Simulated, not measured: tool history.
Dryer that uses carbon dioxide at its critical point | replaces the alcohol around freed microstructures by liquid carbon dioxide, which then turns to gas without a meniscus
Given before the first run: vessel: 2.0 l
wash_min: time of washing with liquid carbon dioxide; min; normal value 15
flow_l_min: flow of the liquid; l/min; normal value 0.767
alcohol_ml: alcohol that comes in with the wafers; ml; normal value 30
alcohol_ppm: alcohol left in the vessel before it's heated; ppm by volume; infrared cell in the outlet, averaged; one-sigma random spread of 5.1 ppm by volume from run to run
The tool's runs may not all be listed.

run 1 day=0 | wash_min=15 flow_l_min=0.767 alcohol_ml=30 | alcohol_ppm=167
run 2 day=0.55 | wash_min=15 flow_l_min=0.767 alcohol_ml=30 | alcohol_ppm=175
run 3 day=1.038 | wash_min=15 flow_l_min=0.767 alcohol_ml=30 | alcohol_ppm=169
-- day=1.6 inlet filter changed
run 4 day=1.775 | wash_min=15 flow_l_min=0.767 alcohol_ml=30 | alcohol_ppm=126
run 5 day=2.1 | wash_min=15 flow_l_min=0.767 alcohol_ml=30 | alcohol_ppm=121
run 6 day=2.575 | wash_min=15 flow_l_min=0.767 alcohol_ml=30 | alcohol_ppm=120
run 7 day=3.042 | wash_min=15 flow_l_min=0.767 alcohol_ml=30 | alcohol_ppm=132
run 8 day=3.396 | wash_min=15 flow_l_min=0.767 alcohol_ml=38 | alcohol_ppm=148
run 9 day=3.862 | wash_min=15 flow_l_min=0.767 alcohol_ml=38 | alcohol_ppm=158
run 10 day=4.25 | wash_min=15 flow_l_min=0.767 alcohol_ml=30 | alcohol_ppm=134
run 11 day=4.55 | wash_min=15 flow_l_min=0.767 alcohol_ml=30 | alcohol_ppm=128
run 12 day=4.908 | wash_min=15 flow_l_min=0.767 alcohol_ml=30 | alcohol_ppm=131
run 13 day=5.417 | wash_min=15 flow_l_min=0.767 alcohol_ml=30 | alcohol_ppm=147
run 14 day=5.867 | wash_min=15 flow_l_min=0.767 alcohol_ml=30 | alcohol_ppm=144
run 15 day=6.162 | wash_min=15 flow_l_min=0.767 alcohol_ml=30 | alcohol_ppm=150
run 16 day=6.667 | wash_min=15 flow_l_min=0.767 alcohol_ml=30 | alcohol_ppm=150
run 17 day=7.221 | wash_min=15 flow_l_min=0.767 alcohol_ml=30 | alcohol_ppm=162
run 18 day=7.654 | wash_min=15 flow_l_min=0.767 alcohol_ml=30 | alcohol_ppm=157
run 19 day=7.954 | wash_min=15 flow_l_min=0.556 alcohol_ml=30 | alcohol_ppm=426
run 20 day=8.575 | wash_min=15 flow_l_min=0.813 alcohol_ml=30 | alcohol_ppm=143
run 21 day=9.067 | wash_min=15 flow_l_min=0.813 alcohol_ml=30 | alcohol_ppm=139
run 22 day=9.692 | wash_min=15 flow_l_min=0.528 alcohol_ml=30 | alcohol_ppm=550
run 23 day=9.983 | wash_min=9 flow_l_min=0.528 alcohol_ml=94 | alcohol_ppm=6041
run 24 day=10.479 | wash_min=18 flow_l_min=0.52 alcohol_ml=30 | alcohol_ppm=344
run 25 day=10.758 | wash_min=13 flow_l_min=0.52 alcohol_ml=30 | alcohol_ppm=884
run 26 day=11.117 | wash_min=11 flow_l_min=0.623 alcohol_ml=30 | alcohol_ppm=852
run 27 day=11.575 | wash_min=11 flow_l_min=0.623 alcohol_ml=30 | alcohol_ppm=866
run 28 day=12.221 | wash_min=12 flow_l_min=0.86 alcohol_ml=21 | alcohol_ppm=203
run 29 day=12.867 | wash_min=12 flow_l_min=0.86 alcohol_ml=54 | alcohol_ppm=428
run 30 day=13.267 | wash_min=21 flow_l_min=0.62 alcohol_ml=30 | alcohol_ppm=143
run 31 day=13.562 | wash_min=15 flow_l_min=1.126 alcohol_ml=60 | alcohol_ppm=103
run 32 day=13.85 | wash_min=15 flow_l_min=0.767 alcohol_ml=113 | alcohol_ppm=559
run 33 day=14.488 | wash_min=14 flow_l_min=1.301 alcohol_ml=24 | alcohol_ppm=89
-- day=14.629 inlet filter changed
run 34 day=15 | wash_min=14 flow_l_min=1.301 alcohol_ml=24 | alcohol_ppm=91
run 35 day=15.579 | wash_min=13 flow_l_min=0.645 alcohol_ml=30 | alcohol_ppm=379
run 36 day=16.212 | wash_min=13 flow_l_min=0.645 alcohol_ml=30 | alcohol_ppm=370
run 37 day=16.692 | wash_min=13 flow_l_min=0.645 alcohol_ml=30 | alcohol_ppm=396

5 options for the next run, each taken on its own from the tool as it stands now. Forecast them:
run A day=17.192 | wash_min=14 flow_l_min=0.645 alcohol_ml=30 | alcohol_ppm=?
run B day=17.192 | wash_min=14 flow_l_min=0.767 alcohol_ml=41 | alcohol_ppm=?
run C day=17.192 | wash_min=11 flow_l_min=0.645 alcohol_ml=30 | alcohol_ppm=?
run D day=17.192 | wash_min=12 flow_l_min=1.14 alcohol_ml=30 | alcohol_ppm=?
run E day=17.192 | wash_min=23 flow_l_min=0.767 alcohol_ml=30 | alcohol_ppm=?

run=A alcohol_ppm=312
run=B alcohol_ppm=225
run=C alcohol_ppm=663
run=D alcohol_ppm=122
run=E alcohol_ppm=97
The same runs, with their run-to-run variation unchanged, on a tool lacking any hidden condition would have given:
run=A alcohol_ppm=201
run=B alcohol_ppm=121
run=C alcohol_ppm=527
run=D alcohol_ppm=31
run=E alcohol_ppm=10

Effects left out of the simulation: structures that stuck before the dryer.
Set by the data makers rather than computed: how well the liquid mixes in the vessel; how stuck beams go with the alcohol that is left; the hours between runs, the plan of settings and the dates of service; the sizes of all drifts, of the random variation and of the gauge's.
